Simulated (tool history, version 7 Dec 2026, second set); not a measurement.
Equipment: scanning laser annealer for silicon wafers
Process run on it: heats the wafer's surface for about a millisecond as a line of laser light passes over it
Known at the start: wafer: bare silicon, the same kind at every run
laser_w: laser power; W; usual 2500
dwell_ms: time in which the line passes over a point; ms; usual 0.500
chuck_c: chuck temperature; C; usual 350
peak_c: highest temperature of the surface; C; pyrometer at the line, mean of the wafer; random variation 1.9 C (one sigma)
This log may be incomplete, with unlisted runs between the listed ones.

| run | day | laser_w | dwell_ms | chuck_c | peak_c |
|---|---|---|---|---|---|
| 1 | 0.000 | 2500 | 0.500 | 350 | 1162 |
| 2 | 0.712 | 2500 | 0.500 | 350 | 1160 |
| 3 | 1.500 | 2500 | 0.500 | 350 | 1159 |
| 4 | 2.454 | 2500 | 0.500 | 350 | 1161 |
| 5 | 2.862 | 2500 | 0.500 | 350 | 1161 |
| 6 | 3.550 | 2500 | 0.500 | 350 | 1157 |
| 7 | 4.000 | 2500 | 0.500 | 350 | 1158 |
| 8 | 4.875 | 2500 | 0.500 | 350 | 1161 |
| 9 | 5.308 | 2500 | 0.500 | 350 | 1158 |
| 10 | 6.267 | 2500 | 0.500 | 350 | 1154 |
| 11 | 6.721 | 2500 | 0.500 | 350 | 1153 |
| 12 | 7.696 | 2500 | 0.500 | 350 | 1155 |
| 13 | 8.546 | 2500 | 0.491 | 350 | 1145 |
| 14 | 9.238 | 2500 | 0.491 | 350 | 1145 |
| 15 | 10.033 | 2500 | 0.355 | 350 | 1028 |
|  | 10.571 | window over the wafer cleaned |
| 16 | 10.608 | 2604 | 0.518 | 377 | 1278 |
| 17 | 11.575 | 2424 | 0.618 | 339 | 1228 |
| 18 | 12.075 | 2376 | 0.405 | 318 | 1019 |
| 19 | 12.633 | 2376 | 0.405 | 318 | 1023 |
| 20 | 13.350 | 2376 | 0.405 | 318 | 1023 |
| 21 | 13.921 | 2376 | 0.405 | 318 | 1021 |
| 22 | 14.400 | 2593 | 0.482 | 320 | 1179 |
| 23 | 14.967 | 2593 | 0.482 | 341 | 1199 |
| 24 | 15.754 | 2224 | 0.499 | 376 | 1087 |
| 25 | 16.508 | 2135 | 0.390 | 376 | 975 |
| 26 | 17.104 | 2461 | 0.390 | 348 | 1068 |
| 27 | 17.775 | 2500 | 0.483 | 387 | 1199 |
| 28 | 18.721 | 2298 | 0.426 | 346 | 1029 |
| 29 | 19.675 | 2569 | 0.436 | 344 | 1148 |

Alternative continuations, all from the tool just after run 29; predict every row:
| A | 20.650 | 2311 | 0.500 | 350 | ? |
| B | 20.650 | 2500 | 0.511 | 350 | ? |
| C | 20.650 | 2729 | 0.500 | 350 | ? |

| run | peak_c |
|---|---|
| A | 1094 |
| B | 1181 |
| C | 1277 |
With the hidden condition removed and each run's random variation left untouched, the same runs would have given:
| run | peak_c |
|---|---|
| A | 1109 |
| B | 1197 |
| C | 1295 |

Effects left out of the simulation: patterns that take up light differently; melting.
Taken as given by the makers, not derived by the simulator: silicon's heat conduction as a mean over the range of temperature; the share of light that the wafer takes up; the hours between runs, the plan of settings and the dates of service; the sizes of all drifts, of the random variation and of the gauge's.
